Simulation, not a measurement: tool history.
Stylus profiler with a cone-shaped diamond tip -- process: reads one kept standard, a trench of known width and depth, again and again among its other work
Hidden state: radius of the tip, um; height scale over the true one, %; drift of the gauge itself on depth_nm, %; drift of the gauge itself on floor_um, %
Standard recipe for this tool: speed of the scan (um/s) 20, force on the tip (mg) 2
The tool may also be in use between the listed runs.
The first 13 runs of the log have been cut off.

| run | hour | speed of the scan (um/s) | force on the tip (mg) | scans with this tip | hours of work since the height scale was calibrated | depth of the trench (nm) | width of the trench's floor (µm) |
|---|---|---|---|---|---|---|---|
|  | 1064.4 | height scale calibrated on a step standard |
| 14 | 1094.3 | 20 | 2 | 33578 | 15 | 1007.46 | 24.16 |
| 15 | 1150.3 | 20 | 2 | 33885 | 43 | 1007.12 | 24.15 |
| 16 | 1269.1 | 20 | 2 | 34538 | 101 | 1007.68 | 24.15 |
| 17 | 1355.6 | 20 | 2 | 35014 | 144 | 1008.02 | 24.08 |
| 18 | 1454.1 | 20 | 2 | 35555 | 193 | 1008.14 | 24.09 |
|  | 1492.7 | new tip fitted, height scale calibrated |
| 19 | 1513.8 | 20 | 2 | 116 | 10 | 1006.82 | 25.82 |
| 20 | 1613.7 | 76 | 2 | 665 | 60 | 1006.95 | 25.43 |
| 21 | 1686.8 | 76 | 2 | 1067 | 96 | 1006.93 | 25.44 |
| 22 | 1786.6 | 76 | 5.68 | 1616 | 146 | 1014.05 | 25.57 |
| 23 | 1862.6 | 20 | 1.2 | 2034 | 183 | 1005.8 | 25.66 |
| 24 | 1988.8 | 20 | 1.2 | 2727 | 246 | 1005.49 | 25.57 |
| 25 | 2078.1 | 75 | 2.59 | 3218 | 290 | 1008.94 | 25.32 |
| 26 | 2150.1 | 38 | 4.51 | 3614 | 326 | 1012.93 | 25.57 |
| 27 | 2207.5 | 38 | 4.51 | 3929 | 354 | 1012.91 | 25.54 |
| 28 | 2325.2 | 38 | 4.51 | 4576 | 412 | 1013.33 | 25.51 |
| 29 | 2452.8 | 20 | 2.04 | 5278 | 475 | 1008.54 | 25.5 |
| 30 | 2509 | 16 | 2.93 | 5586 | 503 | 1010.29 | 25.55 |

The next listed run, before its measurement:
| 31 | 2560.7 | 6 | 1.08 | 5871 | 529 | ? | ? |

Run 31 yielded depth of the trench (nm) 1006.1, width of the trench's floor (µm) 25.55.
Were there no unlogged condition in the tool, this run, its random variation unchanged, would have produced depth of the trench (nm) 1004.92, width of the trench's floor (µm) 25.98.

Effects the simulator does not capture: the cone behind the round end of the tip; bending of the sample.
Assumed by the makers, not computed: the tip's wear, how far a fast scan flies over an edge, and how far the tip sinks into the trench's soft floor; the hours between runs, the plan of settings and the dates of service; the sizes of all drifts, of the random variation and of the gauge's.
